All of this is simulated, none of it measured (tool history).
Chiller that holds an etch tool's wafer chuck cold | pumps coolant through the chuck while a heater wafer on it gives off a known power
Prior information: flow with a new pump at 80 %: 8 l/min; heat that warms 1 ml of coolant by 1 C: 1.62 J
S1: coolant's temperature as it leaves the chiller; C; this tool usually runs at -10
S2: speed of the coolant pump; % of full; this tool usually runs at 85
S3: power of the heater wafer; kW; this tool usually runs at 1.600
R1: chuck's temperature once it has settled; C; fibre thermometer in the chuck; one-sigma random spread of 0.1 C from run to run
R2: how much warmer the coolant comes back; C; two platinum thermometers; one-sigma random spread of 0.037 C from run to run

| run | day | S1 | S2 | S3 | R1 | R2 |
|---|---|---|---|---|---|---|
| 1 | 0.000 | -10 | 85 | 1.600 | 3.2 | 7.00 |
| 2 | 1.642 | -10 | 85 | 1.600 | 3.1 | 6.94 |
| 3 | 3.888 | -10 | 72 | 1.600 | 5.1 | 8.18 |
| 4 | 5.267 | -10 | 72 | 1.600 | 5.1 | 8.22 |
| 5 | 7.500 | -10 | 72 | 1.600 | 5.4 | 8.21 |
| 6 | 10.412 | -10 | 72 | 1.600 | 4.9 | 8.17 |
| 7 | 12.742 | -10 | 72 | 1.600 | 5.2 | 8.17 |
| 8 | 14.275 | -10 | 72 | 1.600 | 5.1 | 8.16 |
| 9 | 16.862 | -10 | 72 | 1.600 | 5.0 | 8.18 |
| 10 | 18.717 | -10 | 72 | 1.600 | 5.1 | 8.12 |
| 11 | 21.496 | -10 | 72 | 1.600 | 5.3 | 8.16 |
| 12 | 23.596 | -10 | 72 | 1.600 | 5.2 | 8.17 |
| 13 | 24.804 | -10 | 86 | 1.600 | 3.1 | 6.93 |
| 14 | 27.629 | -10 | 98 | 1.600 | 1.7 | 6.07 |
| 15 | 29.554 | -18 | 85 | 1.600 | -4.8 | 6.97 |
| 16 | 31.146 | -18 | 85 | 1.600 | -4.7 | 7.01 |
| 17 | 33.446 | -18 | 85 | 1.600 | -5.0 | 6.96 |
| 18 | 34.871 | -11 | 61 | 1.600 | 6.6 | 9.60 |
| 19 | 37.096 | -4 | 61 | 1.130 | 8.3 | 6.77 |
| 20 | 39.504 | -10 | 60 | 2.260 | 15.0 | 13.73 |
| 21 | 41.071 | -10 | 60 | 2.260 | 14.9 | 13.75 |
| 22 | 42.388 | -10 | 60 | 2.260 | 14.8 | 13.75 |
| 23 | 43.871 | -3 | 97 | 1.061 | 5.0 | 4.08 |
|  | 44.967 | chiller's thermometer calibrated |
| 24 | 46.379 | -10 | 64 | 1.010 | 0.6 | 5.74 |
| 25 | 48.550 | -10 | 64 | 1.010 | 0.5 | 5.77 |
| 26 | 51.158 | -5 | 83 | 1.136 | 4.7 | 5.09 |
| 27 | 52.746 | -5 | 83 | 1.136 | 4.4 | 5.07 |
| 28 | 54.404 | -15 | 77 | 2.399 | 6.5 | 11.52 |
| 29 | 57.358 | -15 | 77 | 2.399 | 6.4 | 11.50 |
| 30 | 58.833 | -15 | 77 | 2.399 | 6.5 | 11.53 |
| 31 | 60.608 | -15 | 77 | 2.399 | 6.6 | 11.51 |

Alternative continuations, all from the tool just after run 31; predict every row:
| A | 63.121 | -11 | 68 | 1.600 | ? | ? |
| B | 63.121 | -6 | 62 | 2.101 | ? | ? |
| C | 63.121 | -7 | 77 | 1.752 | ? | ? |
| D | 63.121 | -3 | 77 | 2.399 | ? | ? |

| run | R1 | R2 |
|---|---|---|
| A | 4.9 | 8.60 |
| B | 16.6 | 12.45 |
| C | 8.9 | 8.41 |
| D | 18.5 | 11.54 |
Stripped of hidden state, with their random variation kept, the same runs would have yielded:
| run | R1 | R2 |
|---|---|---|
| A | 4.9 | 8.60 |
| B | 16.5 | 12.45 |
| C | 8.9 | 8.40 |
| D | 18.5 | 11.54 |
